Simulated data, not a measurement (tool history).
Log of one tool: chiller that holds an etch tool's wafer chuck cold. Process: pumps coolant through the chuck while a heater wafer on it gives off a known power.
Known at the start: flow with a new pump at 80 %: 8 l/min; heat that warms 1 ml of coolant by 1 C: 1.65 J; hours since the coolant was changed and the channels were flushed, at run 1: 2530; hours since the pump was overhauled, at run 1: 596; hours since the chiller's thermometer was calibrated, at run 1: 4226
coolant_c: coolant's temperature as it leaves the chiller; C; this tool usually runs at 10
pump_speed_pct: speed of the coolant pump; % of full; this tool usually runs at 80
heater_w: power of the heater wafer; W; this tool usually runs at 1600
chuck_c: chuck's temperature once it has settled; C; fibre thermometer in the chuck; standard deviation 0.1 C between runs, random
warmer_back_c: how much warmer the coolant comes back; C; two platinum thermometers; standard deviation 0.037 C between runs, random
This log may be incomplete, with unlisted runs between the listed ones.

run	hour	coolant_c	pump_speed_pct	heater_w	hours since the coolant was changed and the channels were flushed	hours since the pump was overhauled	hours since the chiller's thermometer was calibrated	chuck_c	warmer_back_c
1	0	10	80	1600	2530	596	4226	22.3	7.37
2	37.7	10	80	1600	2568	634	4263	22.2	7.33
3	72.5	10	80	1600	2603	669	4298	22.2	7.29
4	92.3	10	80	1600	2622	689	4318	22.2	7.29
5	122.1	10	80	1600	2652	718	4348	22.4	7.3
6	164.9	10	80	1600	2695	761	4390	22.4	7.41
# hour 172.5: chiller's thermometer calibrated
7	190.7	10	97	1600	2720	786	18	21.4	6
8	222.6	10	80	1600	2752	818	50	22.7	7.3
9	262.4	10	80	1600	2792	858	90	22.8	7.34
10	280.9	10	72	1600	2810	876	108	23.5	8.12
11	311.7	10	72	1600	2841	907	139	23.6	8.18
12	342.5	10	72	1600	2872	938	170	23.5	8.19
13	371.7	10	80	1600	2901	967	199	22.8	7.38
14	394.4	10	80	1600	2924	990	222	22.8	7.39
# hour 402.3: coolant pump overhauled
15	424.1	10	80	1600	2948	22	247	22.7	7.5
16	451.8	10	80	1600	2976	49	274	22.9	7.45
17	485.6	10	80	1600	3010	83	308	22.8	7.51
18	515.3	17	85	2275	3039	113	338	34.7	10.05
# hour 536.7: coolant pump overhauled, once more
19	562.2	17	85	2275	3081	25	380	34.4	9.8
20	589.5	17	80	2356	3109	53	407	35.8	10.78
21	611.4	10	69	1600	3131	75	429	23.9	8.53

For run 22, what comes out?
22	649.8	10	69	1600	3169	113	467	?	?

{"run 22": {"chuck_c": 23.8, "warmer_back_c": 8.44}}
Had the tool carried no hidden state, the very same run would have given chuck_c 23.3 C, warmer_back_c 8.38 C.

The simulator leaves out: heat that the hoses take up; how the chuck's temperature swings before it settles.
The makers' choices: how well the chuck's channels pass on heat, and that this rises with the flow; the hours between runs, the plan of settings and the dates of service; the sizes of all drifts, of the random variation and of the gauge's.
